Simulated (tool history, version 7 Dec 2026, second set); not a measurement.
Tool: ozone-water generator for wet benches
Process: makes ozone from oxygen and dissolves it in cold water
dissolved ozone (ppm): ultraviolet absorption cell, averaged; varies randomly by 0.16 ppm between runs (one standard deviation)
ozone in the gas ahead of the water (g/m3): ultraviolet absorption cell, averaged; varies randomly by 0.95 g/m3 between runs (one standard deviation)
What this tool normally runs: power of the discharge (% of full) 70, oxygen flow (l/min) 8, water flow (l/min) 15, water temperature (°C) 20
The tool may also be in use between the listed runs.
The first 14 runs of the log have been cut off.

run	hour	power of the discharge (% of full)	oxygen flow (l/min)	water flow (l/min)	water temperature (°C)	hours of work since the electrodes were changed	hours of work since the contactor was cleaned	hours of work since the thermometer was calibrated	dissolved ozone (ppm)	ozone in the gas ahead of the water (g/m3)
15	497	76	8	15	20	1359	2872	3228	22.9	179.4
16	549.7	76	8	15	20	1399	2912	3268	22.9	180.3
# hour 582.8: gauge calibrated
17	597.1	70	4.28	15	20	1434	2948	3303	22.1	226
18	652.9	52	12.18	21	14	1476	2990	3345	13.6	99.4
19	686.4	96	7.19	20	12	1502	3015	3371	26.8	232.9
20	729.5	96	7.19	20	12	1534	3047	3403	27.3	230.9
21	757.5	96	7.19	20	12	1555	3068	3424	26.5	232.9
22	810.7	96	7.19	20	12	1595	3108	3464	27	231.1
23	838.3	70	12.55	12	20	1616	3129	3485	21.8	130.9
24	880.3	70	12.55	10	12	1647	3160	3516	29.3	130.1
25	911.9	63	12.55	10	12	1671	3184	3540	26.4	118.8
26	951.5	63	12.55	10	12	1701	3214	3570	26.6	120.1
27	1005.9	70	8	23	13	1742	3255	3611	17.6	167.5
28	1031	70	7.24	13	26	1760	3274	3629	20.6	174.9
29	1075.7	54	7.24	13	23	1794	3307	3663	17.5	136.8
30	1111	54	4.83	13	17	1820	3334	3689	20.1	169.5
31	1141.2	70	9.96	15	20	1843	3356	3712	20.5	149.8
32	1195.8	70	8.77	17	20	1884	3397	3753	19.3	159.5

Forecast each of these 5 alternatives for the next run:
A	1225.3	85	12.45	15	24	1906	3420	3775	?	?
B	1225.3	52	8.77	24	22	1906	3420	3775	?	?
C	1225.3	48	8	15	20	1906	3420	3775	?	?
D	1225.3	81	8	15	20	1906	3420	3775	?	?
E	1225.3	44	8.77	17	20	1906	3420	3775	?	?

run	dissolved ozone (ppm)	ozone in the gas ahead of the water (g/m3)
A	21.1	161
B	11	119.7
C	14.8	117.7
D	24.3	193.5
E	12.5	104.2
With the hidden condition removed and each run's random variation left untouched, the same runs would have given:
run	dissolved ozone (ppm)	ozone in the gas ahead of the water (g/m3)
A	21.1	156
B	11.1	116
C	14.9	114.1
D	24.4	187.5
E	12.5	101
